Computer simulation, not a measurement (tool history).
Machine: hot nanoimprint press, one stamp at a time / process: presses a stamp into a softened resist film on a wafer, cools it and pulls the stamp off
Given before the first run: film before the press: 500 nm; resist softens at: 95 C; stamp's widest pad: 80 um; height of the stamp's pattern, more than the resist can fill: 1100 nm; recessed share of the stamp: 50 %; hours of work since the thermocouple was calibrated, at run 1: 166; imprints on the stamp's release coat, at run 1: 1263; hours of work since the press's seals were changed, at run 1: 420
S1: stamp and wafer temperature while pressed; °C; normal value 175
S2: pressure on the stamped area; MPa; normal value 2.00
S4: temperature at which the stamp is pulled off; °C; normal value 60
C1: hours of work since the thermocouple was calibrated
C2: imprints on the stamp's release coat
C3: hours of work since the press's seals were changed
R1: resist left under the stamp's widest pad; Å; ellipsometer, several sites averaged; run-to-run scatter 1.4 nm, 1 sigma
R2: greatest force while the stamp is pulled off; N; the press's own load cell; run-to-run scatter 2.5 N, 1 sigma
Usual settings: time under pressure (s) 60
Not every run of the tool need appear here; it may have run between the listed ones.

Run 1, hour 0.0: usual settings; C1 166; C2 1263; C3 420. Result: R1 2247 Å, R2 151 N.
Run 2, hour 19.6: usual settings; C1 178; C2 1341; C3 432. Result: R1 2283 Å, R2 156 N.
Run 3, hour 46.0: usual settings; C1 193; C2 1446; C3 447. Result: R1 2250 Å, R2 155 N.
Run 4, hour 73.4: usual settings; C1 210; C2 1554; C3 464. Result: R1 2280 Å, R2 161 N.
Run 5, hour 104.2: usual settings; C1 228; C2 1676; C3 483. Result: R1 2267 Å, R2 165 N.
At hour 126.5: stamp cleaned and given a new release coat.
Run 6, hour 135.3: usual settings; C1 244; C2 35; C3 498. Result: R1 2283 Å, R2 116 N.
Run 7, hour 157.6: usual settings; C1 257; C2 123; C3 511. Result: R1 2269 Å, R2 121 N.
Run 8, hour 179.8: usual settings; C1 270; C2 211; C3 524. Result: R1 2299 Å, R2 127 N.
Run 9, hour 200.6: usual settings; C1 283; C2 293; C3 537. Result: R1 2259 Å, R2 127 N.
Run 10, hour 218.9: usual settings; C1 294; C2 366; C3 548. Result: R1 2283 Å, R2 123 N.
Run 11, hour 251.2: usual settings; C1 313; C2 494; C3 567. Result: R1 2312 Å, R2 132 N.
Run 12, hour 277.6: usual settings; C1 329; C2 599; C3 583. Result: R1 2314 Å, R2 130 N.
Run 13, hour 303.2: usual settings; C1 345; C2 700; C3 599. Result: R1 2324 Å, R2 142 N.
Run 14, hour 321.3: usual settings; C1 356; C2 771; C3 610. Result: R1 2318 Å, R2 138 N.
Run 15, hour 353.3: usual settings but S2 1.36 MPa; C1 375; C2 898; C3 629. Result: R1 2752 Å, R2 144 N.
Run 16, hour 378.4: usual settings but S2 1.36 MPa; C1 390; C2 998; C3 644. Result: R1 2718 Å, R2 144 N.
Run 17, hour 405.7: usual settings but S2 2.13 MPa; C1 407; C2 1106; C3 661. Result: R1 2286 Å, R2 147 N.
Run 18, hour 431.5: usual settings but S2 2.75 MPa; C1 422; C2 1208; C3 676. Result: R1 2029 Å, R2 150 N.
Run 19, hour 451.4: usual settings but S1 167 °C, S2 1.67 MPa, S4 68 °C; C1 434; C2 1287; C3 688. Result: R1 3476 Å, R2 127 N.
Run 20, hour 481.6: usual settings but S2 2.12 MPa, time under pressure (s) 39; C1 452; C2 1407; C3 706. Result: R1 2670 Å, R2 157 N.
Run 21, hour 509.8: usual settings but S2 2.12 MPa, time under pressure (s) 39; C1 469; C2 1518; C3 723. Result: R1 2653 Å, R2 165 N.
Run 22, hour 527.0: usual settings but S2 2.12 MPa, time under pressure (s) 108, S4 47 °C; C1 480; C2 1587; C3 734. Result: R1 1834 Å, R2 206 N.
At hour 531.8: plate thermocouple calibrated.
Run 23, hour 549.6: usual settings but S2 2.05 MPa, S4 45 °C; C1 11; C2 1664; C3 745. Result: R1 2416 Å, R2 213 N.
At hour 575.1: stamp cleaned and given a new release coat.
Run 24, hour 579.2: usual settings but S1 181 °C, S2 2.52 MPa, S4 45 °C; C1 25; C2 16; C3 760. Result: R1 1694 Å, R2 157 N.
Run 25, hour 608.0: usual settings but S2 1.52 MPa; C1 42; C2 130; C3 777. Result: R1 2783 Å, R2 125 N.
Run 26, hour 626.5: usual settings but S2 1.38 MPa; C1 53; C2 203; C3 788. Result: R1 2878 Å, R2 126 N.
At hour 647.8: plate thermocouple calibrated, once more.
Run 27, hour 648.5: usual settings but S2 1.38 MPa; C1 0; C2 279; C3 800. Result: R1 2580 Å, R2 120 N.
Run 28, hour 674.6: usual settings but S2 1.38 MPa; C1 16; C2 382; C3 815. Result: R1 2586 Å, R2 120 N.
Run 29, hour 707.6: usual settings but S1 180 °C, S2 2.15 MPa, time under pressure (s) 31, S4 59 °C; C1 36; C2 513; C3 835. Result: R1 2239 Å, R2 136 N.
Run 30, hour 738.8: usual settings but S1 186 °C, S2 1.47 MPa, time under pressure (s) 33, S4 66 °C; C1 55; C2 636; C3 854. Result: R1 2015 Å, R2 118 N.
At hour 757.3: press's hydraulic seals changed and the load cell set to zero.
Run 31, hour 760.9: usual settings but time under pressure (s) 58, S4 66 °C; C1 63; C2 692; C3 2. Result: R1 2204 Å, R2 119 N.

Take each entry between the runs: how does the hidden state at the last listed run before it differ from the hidden state at the first listed run after it?
In the gap between runs 5 and 6: stamp cleaned and given a new release coat (hour 126.5)
  true temperature over the reading, C: -0.83 -> -0.87; pressure that arrives at the usual setting, %: 96.53 -> 96.42; grip of the stamp's worn release coat, % over a new coat's: 40.6 -> 0.8
  difference, measured minus the result without the unlogged condition, R1: +118 -> +125 Å; R2: +50 -> +3 N
In the gap between runs 22 and 23: plate thermocouple calibrated (hour 531.8)
  true temperature over the reading, C: -1.57 -> -2.28; pressure that arrives at the usual setting, %: 94.77 -> 94.68; grip of the stamp's worn release coat, % over a new coat's: 38.3 -> 40.3
  difference, measured minus the result without the unlogged condition, R1: +183 -> +291 Å; R2: +60 -> +66 N
In the gap between runs 23 and 24: stamp cleaned and given a new release coat (hour 575.1)
  true temperature over the reading, C: -2.28 -> -2.33; pressure that arrives at the usual setting, %: 94.68 -> 94.59; grip of the stamp's worn release coat, % over a new coat's: 40.3 -> 0.4
  difference, measured minus the result without the unlogged condition, R1: +291 -> +228 Å; R2: +66 -> +6 N
In the gap between runs 26 and 27: plate thermocouple calibrated, once more (hour 647.8)
  true temperature over the reading, C: -2.41 -> -0.09; pressure that arrives at the usual setting, %: 94.38 -> 94.3; grip of the stamp's worn release coat, % over a new coat's: 4.6 -> 6.4
  difference, measured minus the result without the unlogged condition, R1: +311 -> +53 Å; R2: +11 -> +8 N
In the gap between runs 30 and 31: press's hydraulic seals changed and the load cell set to zero (hour 757.3)
  true temperature over the reading, C: -0.24 -> -0.27; pressure that arrives at the usual setting, %: 93.91 -> 99.88; grip of the stamp's worn release coat, % over a new coat's: 14.8 -> 16.1
  difference, measured minus the result without the unlogged condition, R1: +63 -> +28 Å; R2: +16 -> +17 N

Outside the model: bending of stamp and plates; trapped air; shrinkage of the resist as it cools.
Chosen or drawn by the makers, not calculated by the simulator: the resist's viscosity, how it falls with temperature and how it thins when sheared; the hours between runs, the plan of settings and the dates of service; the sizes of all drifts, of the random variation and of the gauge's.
